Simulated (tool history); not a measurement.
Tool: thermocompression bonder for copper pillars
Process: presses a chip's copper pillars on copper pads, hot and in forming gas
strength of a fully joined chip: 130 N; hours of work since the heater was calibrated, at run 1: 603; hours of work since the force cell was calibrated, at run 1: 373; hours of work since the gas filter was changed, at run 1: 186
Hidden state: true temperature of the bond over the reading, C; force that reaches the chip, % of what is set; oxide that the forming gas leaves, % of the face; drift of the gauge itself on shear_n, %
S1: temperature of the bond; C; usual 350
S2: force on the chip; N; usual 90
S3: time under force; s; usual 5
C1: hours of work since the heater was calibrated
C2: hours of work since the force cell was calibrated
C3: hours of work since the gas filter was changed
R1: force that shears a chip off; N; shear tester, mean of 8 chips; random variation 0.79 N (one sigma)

run	hour	S1	S2	S3	C1	C2	C3	R1
1	0	350	90	5	603	373	186	67.8
2	19.4	350	90	5	613	384	197	67.1
# hour 23.2: forming gas filter changed
3	53.6	350	90	5	632	402	17	68.3
4	72.7	350	90	5	642	413	27	68.9
5	112	350	90	5	664	434	48	67.2
6	143.4	350	90	5	681	451	65	67.2
7	164.3	350	90	5	692	463	77	66.5
8	187	350	71	5	704	475	89	61.2
9	203	326	90	5	713	484	98	55.3
10	229.8	326	90	5	728	498	112	55
11	251.4	326	90	3	739	510	124	45
12	282.7	326	90	3	756	527	141	44.5
13	301.6	326	90	3	767	537	152	44.6
14	329.9	326	90	3	782	553	167	44.4
15	361.1	349	90	3	799	570	184	56.6
16	386.2	349	90	3	813	583	198	56.4
# hour 390.3: forming gas filter changed
17	421.4	350	90	5	832	602	17	67.5
18	451.5	350	90	5	848	619	33	67.7
19	470.2	350	90	5	858	629	43	67.9
20	501.8	350	90	5	875	646	61	67.3
21	540.7	357	90	5	897	667	82	70.2
22	564.3	332	86	5	909	680	95	57
23	586.5	332	86	5	921	692	107	56.1
24	608.1	364	101	11	933	704	118	96.5
25	642.6	364	101	11	952	723	137	96.3
26	668	349	90	3	966	736	151	57.6
27	695.4	349	90	3	981	751	166	54.8
28	713.5	367	90	5	991	761	176	78.1
29	730.4	367	90	5	1000	770	185	75.3
# hour 754.9: forming gas filter changed
30	767.6	367	90	5	1020	790	7	75.1
31	805.8	328	90	4	1041	811	28	52.8
32	823.4	349	90	5	1050	821	37	69.2
33	849.8	349	90	5	1065	835	52	67
34	877	355	127	9	1079	850	66	94.1
35	908.2	362	109	5	1096	867	83	79
36	924.7	362	109	5	1105	876	92	79.4
37	958.6	358	112	5	1124	894	111	78.5
38	978.5	355	89	8	1135	905	122	80.3
39	1014.7	377	90	5	1154	925	141	81.7

Forecast each of these 3 alternatives for the next run:
A	1046.3	350	90	9	1171	942	159	?
B	1046.3	377	90	13	1171	942	159	?
C	1046.3	377	74	3	1171	942	159	?

run	R1
A	82.8
B	104
C	63.4
Without the tool's hidden state the same runs would have given:
run	R1
A	83.1
B	104.5
C	63.7
